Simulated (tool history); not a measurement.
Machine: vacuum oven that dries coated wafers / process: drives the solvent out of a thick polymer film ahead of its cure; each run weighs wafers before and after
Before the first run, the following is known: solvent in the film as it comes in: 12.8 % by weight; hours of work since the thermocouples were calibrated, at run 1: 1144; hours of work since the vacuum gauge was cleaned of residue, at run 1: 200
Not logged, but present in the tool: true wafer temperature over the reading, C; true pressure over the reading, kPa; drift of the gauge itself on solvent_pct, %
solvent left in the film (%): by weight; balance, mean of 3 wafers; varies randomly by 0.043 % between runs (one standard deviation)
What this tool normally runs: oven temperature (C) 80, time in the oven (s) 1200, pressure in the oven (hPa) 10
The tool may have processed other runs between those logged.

run,hour,oven temperature (C),time in the oven (s),pressure in the oven (hPa),hours of work since the thermocouples were calibrated,hours of work since the vacuum gauge was cleaned of residue,solvent left in the film (%)
1,0,80,1200,10,1144,200,1.98
2,18.9,80,1200,10,1157,213,1.93
3,39.5,80,1200,10,1170,227,1.89
4,57.3,86,1200,10,1182,238,1.24
5,83.4,80,1200,10,1200,256,1.91
6,98.3,80,1200,10,1210,266,1.89
7,112.5,80,1200,10,1219,275,1.93
8,128,86,1440,35.2,1229,285,3.14
9,150.9,86,1080,35.2,1245,301,3.3
10,168.5,86,1080,35.2,1256,312,3.39
11,180,85,720,6.9,1264,320,2.01
12,201.2,88,840,10,1278,334,1.5
13,223.3,88,840,10,1293,349,1.57

5 ways to go on from here, each from the tool as it stands after run 13. What would each give?
A,238.8,90,1560,9.5,1303,359,?
B,238.8,75,1260,10.3,1303,359,?
C,238.8,73,1200,27.6,1303,359,?
D,238.8,87,840,39.5,1303,359,?
E,238.8,88,1740,6.7,1303,359,?

run,solvent left in the film (%)
A,0.75
B,2.66
C,5.21
D,3.88
E,0.54
Take away the tool's hidden state, keep each run's random variation, and the runs would have read:
run,solvent left in the film (%)
A,0.76
B,2.85
C,5.5
D,4.11
E,0.54
